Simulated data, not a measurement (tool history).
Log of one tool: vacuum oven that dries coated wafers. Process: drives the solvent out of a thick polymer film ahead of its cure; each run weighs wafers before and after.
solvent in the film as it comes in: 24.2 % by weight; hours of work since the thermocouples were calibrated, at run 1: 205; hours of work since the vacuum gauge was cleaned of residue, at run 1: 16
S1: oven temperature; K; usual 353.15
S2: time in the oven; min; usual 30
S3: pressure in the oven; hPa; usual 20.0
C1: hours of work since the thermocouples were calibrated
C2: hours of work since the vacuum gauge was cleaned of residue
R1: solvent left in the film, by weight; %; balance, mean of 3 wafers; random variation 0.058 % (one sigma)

run    hour      S1  S2    S3   C1   C2     R1
  1     0.0  353.15  30  20.0  205   16   3.00
  2    33.9  353.15  30  20.0  225   36   2.92
  3    62.7  353.15  30  20.0  242   52   2.86
  4    87.5  353.15  30  16.6  256   67   2.52
  5   121.4  353.15  30  25.1  276   86   3.39
  6   147.6  353.15  30  25.1  291  102   3.43
  7   165.7  353.15  30  20.0  302  112   2.92
  8   198.5  353.15  16  20.0  321  131   5.70
  9   219.3  353.15  16  20.0  333  143   5.78
 10   239.9  353.15  30  20.0  345  155   2.95
 11   277.0  353.15  30  20.0  366  177   2.88
 12   304.3  353.15  30  10.2  382  192   1.96
 13   332.4  353.15  30  20.0  398  209   3.04
 14   354.5  353.15  30  20.0  411  222   2.98
 15   386.2  353.15  30  20.0  429  240   2.88
 16   405.5  353.15  30  15.0  441  251   2.50
 17   422.9  357.15  30  20.0  451  261   2.12
 18   441.2  357.15  30  20.0  461  272   2.15
 19   465.0  357.15  30  20.0  475  286   2.07
 20   483.8  357.15  30  20.0  486  296   2.08
 21   502.1  353.15  30  20.0  496  307   2.95
 22   542.7  353.15  30  20.0  520  331   2.86
 23   559.7  353.15  30  20.0  530  340   2.90
 24   600.4  343.15  17  20.0  553  364  10.36
 25   637.4  354.15  17  20.0  575  386   4.78
 26   666.0  362.15  18  20.0  591  402   2.10
 27   697.0  353.15  28  20.0  609  420   3.17
 28   734.0  363.15  53  20.0  631  442   1.35
 29   763.9  366.15  53  45.0  648  459   2.83
 30   798.3  366.15  42  12.8  668  479   0.84
 31   821.8  366.15  42  12.8  682  492   0.82
 32   845.1  352.15  41  67.5  695  506   7.56
 33   862.2  352.15  25  67.5  705  516   8.50
 34   892.4  352.15  25  67.5  723  533   8.42
 35   913.2  352.15  25  67.5  735  545   8.42
 36   948.4  364.15  41  62.6  755  566   4.17
 37   969.5  363.15  30  33.3  767  578   2.33
 38  1003.8  359.15  36  10.3  787  598   0.96

The next listed run, before its measurement:
 39  1036.9  359.15  49  10.3  806  617   ?

{"run 39": {"R1": 0.88}}
Without the tool's hidden state the same run would have given R1 0.88 %.

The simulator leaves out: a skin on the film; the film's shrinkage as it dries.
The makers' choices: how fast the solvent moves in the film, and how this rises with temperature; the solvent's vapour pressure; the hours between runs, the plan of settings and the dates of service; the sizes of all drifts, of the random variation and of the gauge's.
